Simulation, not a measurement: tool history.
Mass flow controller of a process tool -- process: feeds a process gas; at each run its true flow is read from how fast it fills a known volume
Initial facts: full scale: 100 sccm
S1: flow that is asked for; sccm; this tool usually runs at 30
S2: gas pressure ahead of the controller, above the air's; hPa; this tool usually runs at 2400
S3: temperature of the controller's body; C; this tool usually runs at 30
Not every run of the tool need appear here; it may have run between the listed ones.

run 1 hour=0 | S1=30 S2=2400 S3=30 | true_flow_(%)=99.89
run 2 hour=140.7 | S1=30 S2=2410 S3=30 | true_flow_(%)=100.07
run 3 hour=411.4 | S1=53 S2=2400 S3=30 | true_flow_(%)=99.55
run 4 hour=540.2 | S1=26 S2=2400 S3=30 | true_flow_(%)=100.4
run 5 hour=791.3 | S1=23 S2=2400 S3=30 | true_flow_(%)=100.95
run 6 hour=977.7 | S1=30 S2=1730 S3=30 | true_flow_(%)=100.02
run 7 hour=1210.1 | S1=71 S2=2400 S3=30 | true_flow_(%)=99.71
run 8 hour=1462.8 | S1=71 S2=2400 S3=21 | true_flow_(%)=100.2
run 9 hour=1597.3 | S1=71 S2=2400 S3=21 | true_flow_(%)=99.99
run 10 hour=1815.8 | S1=71 S2=2400 S3=21 | true_flow_(%)=100.05
run 11 hour=1972.6 | S1=71 S2=2400 S3=21 | true_flow_(%)=100.16
run 12 hour=2177.8 | S1=71 S2=2400 S3=21 | true_flow_(%)=100.18

Expected results for the next run?
run 13 hour=2399 | S1=71 S2=2400 S3=21 | true_flow_(%)=?

Run 13 came out at true flow (%) 100.18.
With the hidden condition absent and the run-to-run variation left alone, this run would have shown true flow (%) 99.71.

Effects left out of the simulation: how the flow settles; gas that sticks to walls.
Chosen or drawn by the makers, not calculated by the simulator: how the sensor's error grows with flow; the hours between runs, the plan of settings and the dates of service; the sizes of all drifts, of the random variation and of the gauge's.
